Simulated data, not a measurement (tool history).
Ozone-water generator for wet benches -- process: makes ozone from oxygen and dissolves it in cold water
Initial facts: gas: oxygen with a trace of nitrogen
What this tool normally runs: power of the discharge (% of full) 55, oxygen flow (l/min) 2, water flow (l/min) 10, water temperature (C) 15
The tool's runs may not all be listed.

run,day,power of the discharge (% of full),oxygen flow (l/min),water flow (l/min),water temperature (C),dissolved ozone (ppm),ozone in the gas ahead of the water (g/m3)
1,0,55,2,10,15,14.5,155.7
2,2.158,55,2,10,15,14.5,156.1
3,4.754,55,2,10,15,14.2,156.1
4,8.046,55,2,10,15,14.4,154.6
5,10.512,84,2,10,15,20.6,221
6,12.388,84,3.01,10,15,20.7,176.8
7,15.075,84,3.01,10,15,20.6,175.4
8,17.333,55,2,10,15,14.4,153.5
9,20.108,55,2,10,15,14.3,156.7
10,21.742,55,2,10,15,14,155.7
11,23.629,55,2.72,10,15,14.3,130.6
12,27.033,55,1.33,10,15,13.4,192
13,28.704,55,2,10,15,14.4,155.6
14,32.167,55,2,10,15,14.3,155.7
15,34.258,55,2,10,11,14.6,154.9
16,37.454,55,2,10,15,14,153.8
17,39.729,55,2,15,15,9.2,152.9
18,42.504,55,2,15,15,9.4,154.7
19,45.142,55,1.11,16,15,7.6,213.9
20,47.225,55,1.11,16,15,7.6,211.4
21,50.138,50,2.77,6,11,20.8,118.5
# day 50.338: water thermometer calibrated
22,52.529,50,2.77,6,11,20.8,118
23,55.962,50,2.77,6,11,21,118.4
24,58.208,50,1.02,10,10,12,202.7
# day 59.438: water thermometer calibrated, once more
25,61.108,55,3.43,10,11,15,113.1
26,64.804,55,3.43,10,11,14.8,114.3
27,68.146,51,2.3,15,20,8.2,132.6
28,70.583,51,2.3,15,20,8.5,133.9
29,73.842,99,2,12,15,18.3,243.3
30,76.783,69,1.71,10,14,16.4,198.8
31,79.296,69,1.71,10,14,16.6,198.8
32,81.021,48,2.61,10,15,12.5,117.6

Some steps in dissolved ozone (ppm) between neighbouring runs. How much of each would the tool show without its hidden state too (settings, what came in, random variation), and how much is left for the hidden state, with any gauge scatter that isn't in both results?
Hidden state at play: yield of the discharge, % of new electrodes'; contactor's efficiency, % of a clean one's; true water temperature over the reading, C; drift of the gauge itself on ozone_ppm, %; drift of the gauge itself on gas_g_m3, %.
Run 4 -> 5: power of the discharge (% of full) 55 -> 84. dissolved ozone (ppm) +6.2: hidden state -0.5, all else +6.7.
Run 20 -> 21: power of the discharge (% of full) 55 -> 50, oxygen flow (l/min) 1.11 -> 2.77, water flow (l/min) 16 -> 6, water temperature (C) 15 -> 11. dissolved ozone (ppm) +13.2: hidden state -0.6, all else +13.8.
Run 23 -> 24: oxygen flow (l/min) 2.77 -> 1.02, water flow (l/min) 6 -> 10, water temperature (C) 11 -> 10. dissolved ozone (ppm) -9: hidden state +0.4, all else -9.4.
Run 28 -> 29: power of the discharge (% of full) 51 -> 99, oxygen flow (l/min) 2.3 -> 2, water flow (l/min) 15 -> 12, water temperature (C) 20 -> 15. dissolved ozone (ppm) +9.8: hidden state -1.4, all else +11.2.
